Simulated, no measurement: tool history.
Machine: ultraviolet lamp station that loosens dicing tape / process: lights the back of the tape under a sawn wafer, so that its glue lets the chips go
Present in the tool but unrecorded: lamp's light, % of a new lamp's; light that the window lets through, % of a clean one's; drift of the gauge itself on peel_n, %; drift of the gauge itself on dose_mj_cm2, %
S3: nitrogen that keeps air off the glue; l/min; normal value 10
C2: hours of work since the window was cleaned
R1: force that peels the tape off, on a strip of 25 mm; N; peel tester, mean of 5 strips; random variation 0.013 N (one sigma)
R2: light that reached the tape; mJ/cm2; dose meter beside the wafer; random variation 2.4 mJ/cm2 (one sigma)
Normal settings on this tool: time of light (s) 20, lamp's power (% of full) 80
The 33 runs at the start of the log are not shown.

{"run": 34, "hour": 1415.6, "time of light (s)": 20, "lamp's power (% of full)": 93, "S3": 10, "hours of work of the lamp": 432, "C2": 168, "R1": 0.459, "R2": 317}
{"run": 35, "hour": 1466.5, "time of light (s)": 13, "lamp's power (% of full)": 80, "S3": 9, "hours of work of the lamp": 458, "C2": 194, "R1": 1.343, "R2": 181}
{"run": 36, "hour": 1498.2, "time of light (s)": 20, "lamp's power (% of full)": 73, "S3": 10, "hours of work of the lamp": 475, "C2": 211, "R1": 0.736, "R2": 252}
{"run": 37, "hour": 1523.5, "time of light (s)": 22, "lamp's power (% of full)": 79, "S3": 10, "hours of work of the lamp": 488, "C2": 224, "R1": 0.52, "R2": 294}
{"run": 38, "hour": 1559.5, "time of light (s)": 22, "lamp's power (% of full)": 61, "S3": 8, "hours of work of the lamp": 506, "C2": 242, "R1": 0.967, "R2": 229}
{"run": 39, "hour": 1611.9, "time of light (s)": 21, "lamp's power (% of full)": 80, "S3": 10, "hours of work of the lamp": 533, "C2": 269, "R1": 0.57, "R2": 291}
{"hour": 1629.8, "done": "window cleaned of glue's vapour"}
{"run": 40, "hour": 1643.1, "time of light (s)": 21, "lamp's power (% of full)": 80, "S3": 10, "hours of work of the lamp": 549, "C2": 7, "R1": 0.569, "R2": 286}
{"run": 41, "hour": 1673.9, "time of light (s)": 28, "lamp's power (% of full)": 69, "S3": 8, "hours of work of the lamp": 565, "C2": 23, "R1": 0.5, "R2": 333}
{"run": 42, "hour": 1736.0, "time of light (s)": 16, "lamp's power (% of full)": 78, "S3": 8, "hours of work of the lamp": 597, "C2": 55, "R1": 1.152, "R2": 213}
{"run": 43, "hour": 1782.6, "time of light (s)": 33, "lamp's power (% of full)": 68, "S3": 5, "hours of work of the lamp": 621, "C2": 79, "R1": 0.565, "R2": 384}
{"run": 44, "hour": 1814.9, "time of light (s)": 33, "lamp's power (% of full)": 64, "S3": 3, "hours of work of the lamp": 638, "C2": 96, "R1": 0.976, "R2": 364}

Each row is a separate what-if for the run after 44, all from the same tool condition, not one after another. Results?
{"run": "A", "hour": 1861.4, "time of light (s)": 20, "lamp's power (% of full)": 92, "S3": 10, "hours of work of the lamp": 662, "C2": 120, "R1": "?", "R2": "?"}
{"run": "B", "hour": 1861.4, "time of light (s)": 20, "lamp's power (% of full)": 77, "S3": 10, "hours of work of the lamp": 662, "C2": 120, "R1": "?", "R2": "?"}
{"run": "C", "hour": 1861.4, "time of light (s)": 28, "lamp's power (% of full)": 93, "S3": 6, "hours of work of the lamp": 662, "C2": 120, "R1": "?", "R2": "?"}

run=A R1=0.452 R2=313
run=B R1=0.659 R2=263
run=C R1=0.324 R2=444
What these runs would have given with no unlogged condition in the tool:
run=A R1=0.451 R2=314
run=B R1=0.657 R2=263
run=C R1=0.323 R2=444

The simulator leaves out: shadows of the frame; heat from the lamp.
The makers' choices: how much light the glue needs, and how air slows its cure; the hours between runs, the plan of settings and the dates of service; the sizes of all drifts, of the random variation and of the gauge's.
